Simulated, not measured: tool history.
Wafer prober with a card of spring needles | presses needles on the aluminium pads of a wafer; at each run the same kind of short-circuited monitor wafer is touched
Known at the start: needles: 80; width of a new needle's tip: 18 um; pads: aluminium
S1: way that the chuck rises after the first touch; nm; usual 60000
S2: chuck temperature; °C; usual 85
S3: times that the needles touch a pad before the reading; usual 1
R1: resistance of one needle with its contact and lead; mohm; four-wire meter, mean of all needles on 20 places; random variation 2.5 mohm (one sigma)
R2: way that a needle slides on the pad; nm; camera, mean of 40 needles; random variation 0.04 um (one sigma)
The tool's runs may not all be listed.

Run 1, hour 0.0: usual settings. Result: R1 285 mohm, R2 8900 nm.
At hour 9.5: tips cleaned on abrasive film.
Run 2, hour 9.5: usual settings. Result: R1 281 mohm, R2 8880 nm.
Run 3, hour 16.7: usual settings. Result: R1 276 mohm, R2 8830 nm.
At hour 28.3: tips cleaned on abrasive film.
Run 4, hour 32.3: usual settings but S3 2. Result: R1 279 mohm, R2 8900 nm.
Run 5, hour 42.8: usual settings but S3 2. Result: R1 280 mohm, R2 8840 nm.
At hour 46.6: tips cleaned on abrasive film.
Run 6, hour 52.4: usual settings but S3 2. Result: R1 278 mohm, R2 8820 nm.
Run 7, hour 60.3: usual settings but S1 69000 nm. Result: R1 276 mohm, R2 10150 nm.
At hour 65.4: tips cleaned on abrasive film.
Run 8, hour 67.3: usual settings but S1 42000 nm, S2 28 °C, S3 3. Result: R1 269 mohm, R2 6170 nm.
Run 9, hour 79.0: usual settings but S1 46000 nm, S2 45 °C, S3 3. Result: R1 273 mohm, R2 6750 nm.
At hour 84.0: tips cleaned on abrasive film.
Run 10, hour 94.2: usual settings but S1 70000 nm. Result: R1 280 mohm, R2 10380 nm.
At hour 102.8: tips cleaned on abrasive film.
Run 11, hour 107.3: usual settings but S1 70000 nm. Result: R1 277 mohm, R2 10290 nm.
Run 12, hour 114.2: usual settings but S1 70000 nm, S2 84 °C, S3 2. Result: R1 279 mohm, R2 10220 nm.
At hour 121.2: tips cleaned on abrasive film.
At hour 122.5: height of the first contact set anew.
Run 13, hour 130.0: usual settings but S1 72000 nm, S2 58 °C, S3 2. Result: R1 269 mohm, R2 10560 nm.

4 ways to go on from here, each from the tool as it stands after run 13. What would each give?
At hour 140.0: tips cleaned on abrasive film.
Run A, hour 140.6: usual settings but S1 62000 nm. Result: R1 ?, R2 ?.
At hour 140.0: tips cleaned on abrasive film.
Run B, hour 140.6: usual settings but S1 43000 nm, S2 58 °C, S3 2. Result: R1 ?, R2 ?.
At hour 140.0: tips cleaned on abrasive film.
Run C, hour 140.6: usual settings but S1 56000 nm, S2 81 °C, S3 2. Result: R1 ?, R2 ?.
At hour 140.0: tips cleaned on abrasive film.
Run D, hour 140.6: usual settings but S1 72000 nm, S2 31 °C, S3 2. Result: R1 ?, R2 ?.

run   R1     R2
  A  282   9060
  B  275   6330
  C  281   8230
  D  262  10560
Without the tool's hidden state the same runs would have given:
run   R1     R2
  A  282   9130
  B  275   6380
  C  281   8290
  D  262  10640
